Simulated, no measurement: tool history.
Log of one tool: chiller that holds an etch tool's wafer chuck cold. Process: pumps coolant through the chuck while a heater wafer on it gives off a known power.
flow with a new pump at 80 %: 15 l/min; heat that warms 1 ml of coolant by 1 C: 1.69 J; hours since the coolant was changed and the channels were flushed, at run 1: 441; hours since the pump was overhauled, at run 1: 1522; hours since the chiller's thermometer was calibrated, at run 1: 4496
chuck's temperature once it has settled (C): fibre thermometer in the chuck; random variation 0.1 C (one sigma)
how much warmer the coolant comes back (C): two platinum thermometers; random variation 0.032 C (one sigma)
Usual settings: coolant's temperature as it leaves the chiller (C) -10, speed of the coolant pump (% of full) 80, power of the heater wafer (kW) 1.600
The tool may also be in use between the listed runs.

| run | day | coolant's temperature as it leaves the chiller (C) | speed of the coolant pump (% of full) | power of the heater wafer (kW) | hours since the coolant was changed and the channels were flushed | hours since the pump was overhauled | hours since the chiller's thermometer was calibrated | chuck's temperature once it has settled (C) | how much warmer the coolant comes back (C) |
|---|---|---|---|---|---|---|---|---|---|
| 1 | 0.000 | -10 | 80 | 1.600 | 441 | 1522 | 4496 | 4.0 | 3.88 |
| 2 | 3.188 | -10 | 80 | 1.600 | 517 | 1599 | 4572 | 4.0 | 3.89 |
| 3 | 7.642 | -10 | 80 | 1.600 | 624 | 1705 | 4679 | 4.1 | 3.92 |
|  | 8.975 | chiller's thermometer calibrated |
| 4 | 12.271 | -17 | 80 | 1.600 | 734 | 1816 | 79 | -2.2 | 3.88 |
| 5 | 15.604 | -20 | 80 | 1.600 | 814 | 1896 | 159 | -5.1 | 3.91 |
| 6 | 21.529 | -9 | 80 | 1.600 | 957 | 2038 | 301 | 6.1 | 3.96 |
| 7 | 27.054 | -9 | 80 | 1.600 | 1089 | 2170 | 434 | 6.3 | 3.97 |
| 8 | 30.379 | -9 | 80 | 1.600 | 1169 | 2250 | 514 | 6.2 | 4.00 |
| 9 | 33.646 | -9 | 80 | 1.600 | 1247 | 2329 | 592 | 6.3 | 4.02 |
| 10 | 36.400 | -9 | 80 | 1.182 | 1313 | 2395 | 658 | 2.5 | 2.99 |
| 11 | 40.100 | -10 | 80 | 1.780 | 1402 | 2483 | 747 | 7.3 | 4.48 |
| 12 | 44.662 | -10 | 80 | 1.780 | 1512 | 2593 | 856 | 7.4 | 4.49 |

For run 13, what comes out?
|  | 45.154 | coolant pump overhauled |
| 13 | 49.625 | -10 | 75 | 2.160 | 1626 | 107 | 971 | ? | ? |

{"run 13": {"chuck's temperature once it has settled (C)": 13.2, "how much warmer the coolant comes back (C)": 5.98}}
With the hidden condition absent and the run-to-run variation left alone, this run would have shown chuck's temperature once it has settled (C) 10.3, how much warmer the coolant comes back (C) 5.49.

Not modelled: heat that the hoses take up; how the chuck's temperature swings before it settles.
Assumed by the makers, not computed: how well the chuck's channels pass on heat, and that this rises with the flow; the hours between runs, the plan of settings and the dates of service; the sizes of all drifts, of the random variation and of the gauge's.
